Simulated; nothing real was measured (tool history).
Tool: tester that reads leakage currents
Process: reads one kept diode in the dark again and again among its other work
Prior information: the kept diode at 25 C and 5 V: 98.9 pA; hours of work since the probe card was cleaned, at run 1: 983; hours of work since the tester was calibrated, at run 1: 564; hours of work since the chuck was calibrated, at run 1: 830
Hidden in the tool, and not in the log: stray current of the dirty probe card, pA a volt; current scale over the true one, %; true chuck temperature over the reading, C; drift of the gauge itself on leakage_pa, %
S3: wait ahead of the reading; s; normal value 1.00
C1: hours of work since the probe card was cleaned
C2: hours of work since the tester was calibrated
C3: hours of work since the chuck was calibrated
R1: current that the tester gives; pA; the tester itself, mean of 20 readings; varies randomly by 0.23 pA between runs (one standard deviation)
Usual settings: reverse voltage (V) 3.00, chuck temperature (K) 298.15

{"run": 1, "hour": 0.0, "reverse voltage (V)": 3.0, "chuck temperature (K)": 298.15, "S3": 1.0, "C1": 983, "C2": 564, "C3": 830, "R1": 89.19}
{"run": 2, "hour": 52.8, "reverse voltage (V)": 3.0, "chuck temperature (K)": 298.15, "S3": 1.0, "C1": 1008, "C2": 589, "C3": 856, "R1": 88.93}
{"hour": 79.8, "done": "chuck's temperature calibrated"}
{"run": 3, "hour": 100.7, "reverse voltage (V)": 3.0, "chuck temperature (K)": 298.15, "S3": 1.0, "C1": 1030, "C2": 611, "C3": 10, "R1": 97.36}
{"run": 4, "hour": 143.5, "reverse voltage (V)": 3.0, "chuck temperature (K)": 298.15, "S3": 1.0, "C1": 1051, "C2": 631, "C3": 30, "R1": 97.78}
{"run": 5, "hour": 212.0, "reverse voltage (V)": 3.0, "chuck temperature (K)": 298.15, "S3": 1.0, "C1": 1083, "C2": 664, "C3": 63, "R1": 98.18}
{"hour": 248.5, "done": "chuck's temperature calibrated, once more"}
{"run": 6, "hour": 282.9, "reverse voltage (V)": 3.0, "chuck temperature (K)": 298.15, "S3": 0.92, "C1": 1116, "C2": 697, "C3": 16, "R1": 76.67}
{"run": 7, "hour": 351.5, "reverse voltage (V)": 2.53, "chuck temperature (K)": 298.15, "S3": 0.92, "C1": 1149, "C2": 729, "C3": 49, "R1": 69.78}
{"run": 8, "hour": 407.6, "reverse voltage (V)": 2.53, "chuck temperature (K)": 298.15, "S3": 0.92, "C1": 1175, "C2": 756, "C3": 76, "R1": 70.45}
{"run": 9, "hour": 452.9, "reverse voltage (V)": 2.53, "chuck temperature (K)": 298.15, "S3": 0.92, "C1": 1197, "C2": 777, "C3": 97, "R1": 70.54}
{"run": 10, "hour": 530.4, "reverse voltage (V)": 3.0, "chuck temperature (K)": 298.15, "S3": 1.62, "C1": 1234, "C2": 814, "C3": 134, "R1": 78.18}
{"run": 11, "hour": 606.3, "reverse voltage (V)": 3.0, "chuck temperature (K)": 298.15, "S3": 1.62, "C1": 1270, "C2": 850, "C3": 170, "R1": 78.33}
{"run": 12, "hour": 667.1, "reverse voltage (V)": 4.77, "chuck temperature (K)": 309.15, "S3": 0.55, "C1": 1299, "C2": 879, "C3": 199, "R1": 253.25}
{"run": 13, "hour": 739.5, "reverse voltage (V)": 4.77, "chuck temperature (K)": 309.15, "S3": 0.55, "C1": 1333, "C2": 914, "C3": 233, "R1": 254.07}
{"run": 14, "hour": 812.6, "reverse voltage (V)": 4.77, "chuck temperature (K)": 309.15, "S3": 0.55, "C1": 1368, "C2": 949, "C3": 268, "R1": 257.12}
{"run": 15, "hour": 867.0, "reverse voltage (V)": 15.4, "chuck temperature (K)": 298.15, "S3": 1.65, "C1": 1394, "C2": 974, "C3": 294, "R1": 203.88}
{"run": 16, "hour": 901.7, "reverse voltage (V)": 15.4, "chuck temperature (K)": 298.15, "S3": 0.93, "C1": 1410, "C2": 991, "C3": 311, "R1": 204.41}
{"run": 17, "hour": 980.3, "reverse voltage (V)": 3.0, "chuck temperature (K)": 307.15, "S3": 0.59, "C1": 1448, "C2": 1028, "C3": 348, "R1": 172.04}
{"run": 18, "hour": 1049.0, "reverse voltage (V)": 1.22, "chuck temperature (K)": 324.15, "S3": 4.63, "C1": 1480, "C2": 1061, "C3": 381, "R1": 382.56}

Difference, measured minus no-hidden-state, one row per run. Run-to-run variation is common to both terms; the gauge's own scatter need not be:
run=1 R1=+13.99
run=2 R1=+14.36
run=3 R1=+22.67
run=4 R1=+23.11
run=5 R1=+23.68
run=6 R1=+1.31
run=7 R1=+1.54
run=8 R1=+1.92
run=9 R1=+2.24
run=10 R1=+3.12
run=11 R1=+3.68
run=12 R1=+10.67
run=13 R1=+12.39
run=14 R1=+14.16
run=15 R1=+17.81
run=16 R1=+18.50
run=17 R1=+12.03
run=18 R1=+23.97

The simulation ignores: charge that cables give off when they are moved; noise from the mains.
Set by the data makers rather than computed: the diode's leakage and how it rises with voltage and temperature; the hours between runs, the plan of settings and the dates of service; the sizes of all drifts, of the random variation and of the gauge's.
